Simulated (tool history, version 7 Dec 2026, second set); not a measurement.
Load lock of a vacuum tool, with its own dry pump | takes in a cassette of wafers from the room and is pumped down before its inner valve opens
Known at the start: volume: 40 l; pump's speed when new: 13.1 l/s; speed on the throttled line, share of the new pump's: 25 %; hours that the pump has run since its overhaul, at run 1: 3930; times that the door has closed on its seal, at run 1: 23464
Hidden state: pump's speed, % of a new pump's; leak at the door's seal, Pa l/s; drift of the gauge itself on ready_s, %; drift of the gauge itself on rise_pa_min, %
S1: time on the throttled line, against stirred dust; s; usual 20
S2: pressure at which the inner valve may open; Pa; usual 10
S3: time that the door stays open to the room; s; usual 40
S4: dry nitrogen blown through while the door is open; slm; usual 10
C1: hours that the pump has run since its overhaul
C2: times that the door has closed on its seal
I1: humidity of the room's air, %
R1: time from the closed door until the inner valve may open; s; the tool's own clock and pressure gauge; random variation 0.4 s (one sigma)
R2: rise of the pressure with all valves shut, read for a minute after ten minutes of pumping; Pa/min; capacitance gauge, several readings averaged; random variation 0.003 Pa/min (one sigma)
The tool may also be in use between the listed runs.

{"run": 1, "hour": 0.0, "S1": 20, "S2": 10, "S3": 40, "S4": 10, "C1": 3930, "C2": 23464, "I1": 43, "R1": 45, "R2": 0.112}
{"run": 2, "hour": 66.1, "S1": 18, "S2": 10, "S3": 40, "S4": 10, "C1": 3996, "C2": 23589, "I1": 45.9, "R1": 43, "R2": 0.111}
{"run": 3, "hour": 157.1, "S1": 20, "S2": 10, "S3": 40, "S4": 10, "C1": 4087, "C2": 23762, "I1": 46.1, "R1": 44.3, "R2": 0.111}
{"run": 4, "hour": 259.6, "S1": 20, "S2": 10, "S3": 40, "S4": 10, "C1": 4190, "C2": 23957, "I1": 45, "R1": 44.7, "R2": 0.118}
{"run": 5, "hour": 362.2, "S1": 20, "S2": 10, "S3": 40, "S4": 10, "C1": 4292, "C2": 24151, "I1": 47.9, "R1": 44.9, "R2": 0.116}
{"run": 6, "hour": 420.6, "S1": 20, "S2": 10, "S3": 40, "S4": 5, "C1": 4351, "C2": 24262, "I1": 48.1, "R1": 45.6, "R2": 0.123}
{"run": 7, "hour": 479.2, "S1": 20, "S2": 10, "S3": 40, "S4": 5, "C1": 4409, "C2": 24374, "I1": 40.8, "R1": 44.1, "R2": 0.116}
{"run": 8, "hour": 583.4, "S1": 20, "S2": 10, "S3": 40, "S4": 5, "C1": 4514, "C2": 24572, "I1": 45.1, "R1": 45.7, "R2": 0.118}
{"run": 9, "hour": 664.4, "S1": 20, "S2": 10, "S3": 40, "S4": 5, "C1": 4595, "C2": 24725, "I1": 42.2, "R1": 44.3, "R2": 0.111}
{"run": 10, "hour": 781.1, "S1": 20, "S2": 10, "S3": 40, "S4": 5, "C1": 4711, "C2": 24947, "I1": 44.8, "R1": 44.7, "R2": 0.123}
{"run": 11, "hour": 850.5, "S1": 20, "S2": 10, "S3": 40, "S4": 5, "C1": 4781, "C2": 25079, "I1": 43.6, "R1": 45.1, "R2": 0.12}
{"run": 12, "hour": 909.8, "S1": 20, "S2": 10, "S3": 40, "S4": 5, "C1": 4840, "C2": 25192, "I1": 43.8, "R1": 45.8, "R2": 0.114}
{"run": 13, "hour": 983.0, "S1": 20, "S2": 10, "S3": 40, "S4": 5, "C1": 4913, "C2": 25331, "I1": 39, "R1": 44.8, "R2": 0.116}
{"run": 14, "hour": 1063.8, "S1": 20, "S2": 10, "S3": 40, "S4": 6, "C1": 4994, "C2": 25484, "I1": 42.3, "R1": 45.1, "R2": 0.123}
{"run": 15, "hour": 1190.1, "S1": 20, "S2": 10, "S3": 40, "S4": 6, "C1": 5120, "C2": 25724, "I1": 46.5, "R1": 44.7, "R2": 0.132}
{"run": 16, "hour": 1317.1, "S1": 20, "S2": 10, "S3": 40, "S4": 10, "C1": 5247, "C2": 25965, "I1": 43.5, "R1": 45.6, "R2": 0.122}
{"run": 17, "hour": 1438.2, "S1": 20, "S2": 10, "S3": 40, "S4": 10, "C1": 5368, "C2": 26195, "I1": 46.9, "R1": 45.3, "R2": 0.126}
{"run": 18, "hour": 1568.9, "S1": 20, "S2": 10, "S3": 40, "S4": 10, "C1": 5499, "C2": 26443, "I1": 44.3, "R1": 45.5, "R2": 0.13}
{"run": 19, "hour": 1641.4, "S1": 20, "S2": 10, "S3": 40, "S4": 10, "C1": 5572, "C2": 26581, "I1": 48.1, "R1": 45.1, "R2": 0.127}
{"run": 20, "hour": 1745.5, "S1": 20, "S2": 9, "S3": 89, "S4": 10, "C1": 5676, "C2": 26779, "I1": 46.3, "R1": 45.7, "R2": 0.138}
{"run": 21, "hour": 1874.7, "S1": 20, "S2": 16, "S3": 89, "S4": 10, "C1": 5805, "C2": 27024, "I1": 45.2, "R1": 43.2, "R2": 0.139}
{"run": 22, "hour": 2007.7, "S1": 20, "S2": 16, "S3": 89, "S4": 10, "C1": 5938, "C2": 27277, "I1": 44.7, "R1": 43.1, "R2": 0.141}
{"run": 23, "hour": 2132.4, "S1": 29, "S2": 19, "S3": 195, "S4": 5, "C1": 6063, "C2": 27513, "I1": 42.1, "R1": 49.7, "R2": 0.156}
{"run": 24, "hour": 2192.5, "S1": 39, "S2": 15, "S3": 166, "S4": 13, "C1": 6123, "C2": 27628, "I1": 43.3, "R1": 58.1, "R2": 0.146}
{"run": 25, "hour": 2318.1, "S1": 28, "S2": 13, "S3": 40, "S4": 18, "C1": 6248, "C2": 27866, "I1": 44.1, "R1": 50.2, "R2": 0.138}

The next listed run, before its measurement:
{"run": 26, "hour": 2408.6, "S1": 28, "S2": 13, "S3": 40, "S4": 18, "C1": 6339, "C2": 28038, "I1": 45.7, "R1": "?", "R2": "?"}

Run 26 gave R1 50.9 s, R2 0.128 Pa/min.
Without the tool's hidden state the same run would have given R1 49.1 s, R2 0.022 Pa/min.
